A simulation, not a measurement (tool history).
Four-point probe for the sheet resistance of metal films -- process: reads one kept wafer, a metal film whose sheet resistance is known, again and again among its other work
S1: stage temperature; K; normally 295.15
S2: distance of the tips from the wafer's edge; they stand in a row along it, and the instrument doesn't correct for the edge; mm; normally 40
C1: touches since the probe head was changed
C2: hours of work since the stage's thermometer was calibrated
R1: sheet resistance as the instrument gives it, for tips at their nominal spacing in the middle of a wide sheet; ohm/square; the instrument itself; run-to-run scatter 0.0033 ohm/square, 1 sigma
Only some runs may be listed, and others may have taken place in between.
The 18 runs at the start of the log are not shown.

Run 19, day 9.717: usual settings but S1 308.15 K, S2 39 mm; C1 24651; C2 13. Result: R1 16.526400 ohm/square.
Run 20, day 10.150: usual settings but S1 294.15 K, S2 59 mm; C1 25191; C2 20. Result: R1 16.393283 ohm/square.
Run 21, day 10.792: usual settings but S1 293.15 K, S2 59 mm; C1 25986; C2 30. Result: R1 16.391774 ohm/square.
Run 22, day 11.521: usual settings but S1 293.15 K, S2 59 mm; C1 26890; C2 42. Result: R1 16.380393 ohm/square.
Run 23, day 11.942: usual settings but S1 293.15 K, S2 23 mm; C1 27414; C2 49. Result: R1 16.387874 ohm/square.
Run 24, day 12.300: usual settings but S1 293.15 K, S2 23 mm; C1 27857; C2 55. Result: R1 16.383952 ohm/square.
Run 25, day 12.858: usual settings but S1 299.15 K, S2 41 mm; C1 28549; C2 63. Result: R1 16.443718 ohm/square.
Run 26, day 13.233: usual settings but S1 299.15 K, S2 12 mm; C1 29016; C2 69. Result: R1 16.460221 ohm/square.
Run 27, day 13.971: usual settings but S1 299.15 K, S2 12 mm; C1 29930; C2 81. Result: R1 16.452422 ohm/square.
Run 28, day 14.667: usual settings but S1 305.15 K, S2 9 mm; C1 30791; C2 92. Result: R1 16.516031 ohm/square.
Run 29, day 15.300: usual settings but S1 296.15 K, S2 36 mm; C1 31577; C2 102. Result: R1 16.403514 ohm/square.
Run 30, day 15.654: usual settings but S1 296.15 K, S2 36 mm; C1 32020; C2 108. Result: R1 16.410003 ohm/square.
Run 31, day 16.196: usual settings but S1 296.15 K, S2 60 mm; C1 32689; C2 117. Result: R1 16.407973 ohm/square.
Run 32, day 16.600: usual settings but S2 5 mm; C1 33193; C2 123. Result: R1 16.481527 ohm/square.
Run 33, day 17.079: usual settings but S2 5 mm; C1 33786; C2 131. Result: R1 16.482866 ohm/square.
Run 34, day 17.517: usual settings but S1 292.15 K, S2 5 mm; C1 34330; C2 138. Result: R1 16.455875 ohm/square.
Run 35, day 17.846: usual settings but S1 292.15 K, S2 5 mm; C1 34735; C2 143. Result: R1 16.453886 ohm/square.

Each row is a separate what-if for the run after 35, all from the same tool condition, not one after another. Results?
Run A, day 18.212: usual settings but S1 292.15 K, S2 17 mm; C1 35191; C2 149. Result: R1 ?.
Run B, day 18.212: usual settings but S1 302.15 K, S2 19 mm; C1 35191; C2 149. Result: R1 ?.
Run C, day 18.212: usual settings but S1 302.15 K, S2 12 mm; C1 35191; C2 149. Result: R1 ?.

run         R1
  A  16.376899
  B  16.467584
  C  16.468824
Without the tool's hidden state the same runs would have given:
run         R1
  A  16.433085
  B  16.524142
  C  16.525384

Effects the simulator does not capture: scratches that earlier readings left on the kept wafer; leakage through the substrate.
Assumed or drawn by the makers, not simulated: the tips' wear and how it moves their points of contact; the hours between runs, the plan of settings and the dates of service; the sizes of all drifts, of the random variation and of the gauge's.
